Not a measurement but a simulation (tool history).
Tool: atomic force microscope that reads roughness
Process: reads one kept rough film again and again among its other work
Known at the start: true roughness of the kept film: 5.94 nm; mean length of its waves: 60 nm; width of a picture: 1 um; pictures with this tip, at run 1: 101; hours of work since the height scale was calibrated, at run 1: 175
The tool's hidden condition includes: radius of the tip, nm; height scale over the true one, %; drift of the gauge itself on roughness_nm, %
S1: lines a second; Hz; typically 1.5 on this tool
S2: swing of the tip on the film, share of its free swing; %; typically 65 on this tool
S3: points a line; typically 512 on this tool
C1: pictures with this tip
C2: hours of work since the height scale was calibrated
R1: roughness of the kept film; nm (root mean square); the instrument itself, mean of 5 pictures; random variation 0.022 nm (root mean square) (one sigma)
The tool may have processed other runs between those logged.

run	hour	S1	S2	S3	C1	C2	R1
1	0	1.5	65	512	101	175	5.511
2	7.7	1.5	65	512	114	180	5.526
3	14.4	1.5	65	512	125	184	5.507
4	19.9	1.5	58	512	135	187	5.624
# hour 25.6: new tip fitted
5	28.4	1.5	58	997	4	192	5.614
6	37.3	1.5	65	742	19	198	5.511
7	41	1.5	65	742	26	200	5.535
8	44.8	0.75	65	512	32	202	5.665
9	50.8	1.5	65	512	42	206	5.496
10	56.3	1.48	65	512	52	209	5.501
11	61.4	1.5	65	877	60	213	5.53
12	66.7	1.5	65	877	69	216	5.44
13	74.9	1.5	65	877	83	221	5.524
14	80	1.5	65	877	92	224	5.508
15	85.2	1.5	65	877	101	227	5.47
16	89.8	1.5	65	877	108	230	5.523
17	97.6	1.5	85	512	122	235	5.098
18	106.4	1.5	85	512	137	240	5.088
# hour 111: new tip fitted
19	111.7	1.5	68	512	1	243	5.5
20	118	1.5	68	512	11	247	5.455
21	122.9	1.5	68	512	20	250	5.482
22	129	1.96	68	382	30	254	5.392
23	137.1	1.24	86	692	44	259	5.22
24	141.4	3.58	68	512	51	262	5.139
25	146.2	3.21	65	296	59	265	5.249
26	153.6	3.21	65	338	72	269	5.244
27	159.6	1.5	83	512	82	273	5.145
28	165.6	1.63	83	288	92	277	5.081
29	174.7	2.96	62	751	108	282	5.362
30	179.9	2.96	62	751	116	286	5.347
31	187.2	2.96	62	751	129	290	5.381
32	191.1	2.96	62	751	135	293	5.362
# hour 196.6: new tip fitted
33	197.6	3.26	65	375	1	296	5.269
34	201.8	3.26	65	375	9	299	5.279
35	207.6	1.02	65	421	18	303	5.618
36	214	2.2	78	421	29	307	5.07
37	217.9	2.2	69	780	36	309	5.343
38	226.2	1.74	73	823	50	314	5.38
39	230	1.5	68	605	56	316	5.502
40	239.1	1.5	68	605	72	322	5.436
41	246.1	1.34	61	430	84	326	5.532

Entry by entry between the runs, the difference in hidden state between the last listed run before and the first listed run after:
After run 4, before run 5: new tip fitted (hour 25.6)
  radius of the tip, nm: 5.3 -> 5
After run 18, before run 19: new tip fitted (hour 111)
  radius of the tip, nm: 5.4 -> 5
After run 32, before run 33: new tip fitted (hour 196.6)
  radius of the tip, nm: 5.4 -> 5
